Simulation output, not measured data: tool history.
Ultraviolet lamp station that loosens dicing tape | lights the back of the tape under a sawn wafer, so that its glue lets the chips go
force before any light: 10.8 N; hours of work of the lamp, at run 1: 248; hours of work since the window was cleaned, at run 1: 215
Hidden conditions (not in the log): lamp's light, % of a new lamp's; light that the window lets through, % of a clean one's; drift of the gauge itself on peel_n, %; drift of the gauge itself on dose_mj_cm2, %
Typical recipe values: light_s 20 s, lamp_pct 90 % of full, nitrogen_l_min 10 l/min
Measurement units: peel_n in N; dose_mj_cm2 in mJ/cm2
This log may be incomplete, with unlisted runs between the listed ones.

run	hour	light_s	lamp_pct	nitrogen_l_min	hours of work of the lamp	hours of work since the window was cleaned	peel_n	dose_mj_cm2
1	0.0	20	90	10	248	215	0.912	343
2	28.1	20	90	10	271	237	0.916	337
3	44.7	20	90	10	284	251	0.921	335
4	68.1	20	90	10	303	269	0.932	331
5	80.4	20	83	10	312	279	1.074	309
6	97.2	20	83	10	326	292	1.134	308
7	123.5	20	83	10	347	313	1.129	309
8	136.6	20	90	3	357	324	2.340	330
9	162.6	20	90	10	378	345	0.972	326
10	180.1	20	90	10	392	359	0.955	323
11	196.8	20	71	10	405	372	1.553	262
12	223.3	20	90	10	426	393	0.998	320
13	237.7	20	85	10	438	405	1.120	305
14	253.2	20	85	10	450	417	1.157	304
15	266.8	12	61	10	461	428	3.804	130
16	283.8	12	61	10	475	441	3.757	127
17	302.3	28	99	12	489	456	0.389	489
18	320.7	25	66	10	504	471	1.240	290
19	343.0	14	80	4	522	489	3.620	196
20	363.3	17	90	15	538	505	1.090	264
21	375.6	26	90	7	548	515	0.868	403
22	395.0	26	90	7	563	530	0.868	402
23	410.8	18	90	9	576	543	1.398	279
24	425.5	20	100	4	588	554	1.867	344
25	438.2	20	100	4	598	564	1.902	341
26	461.8	20	100	4	617	583	1.898	342
27	480.7	20	100	4	632	598	1.890	341
28	508.7	20	100	4	654	621	1.868	331

Here are 5 independent what-if runs from the current tool condition. What would each one return?
A	526.6	13	90	18	668	635	?	?
B	526.6	12	99	8	668	635	?	?
C	526.6	27	83	19	668	635	?	?
D	526.6	22	82	15	668	635	?	?
E	526.6	20	94	4	668	635	?	?

run	peel_n	dose_mj_cm2
A	1.692	198
B	2.762	199
C	0.492	371
D	0.825	299
E	2.145	314
With the hidden condition removed and each run's random variation left untouched, the same runs would have given:
run	peel_n	dose_mj_cm2
A	1.112	249
B	1.965	250
C	0.343	467
D	0.518	377
E	1.460	395

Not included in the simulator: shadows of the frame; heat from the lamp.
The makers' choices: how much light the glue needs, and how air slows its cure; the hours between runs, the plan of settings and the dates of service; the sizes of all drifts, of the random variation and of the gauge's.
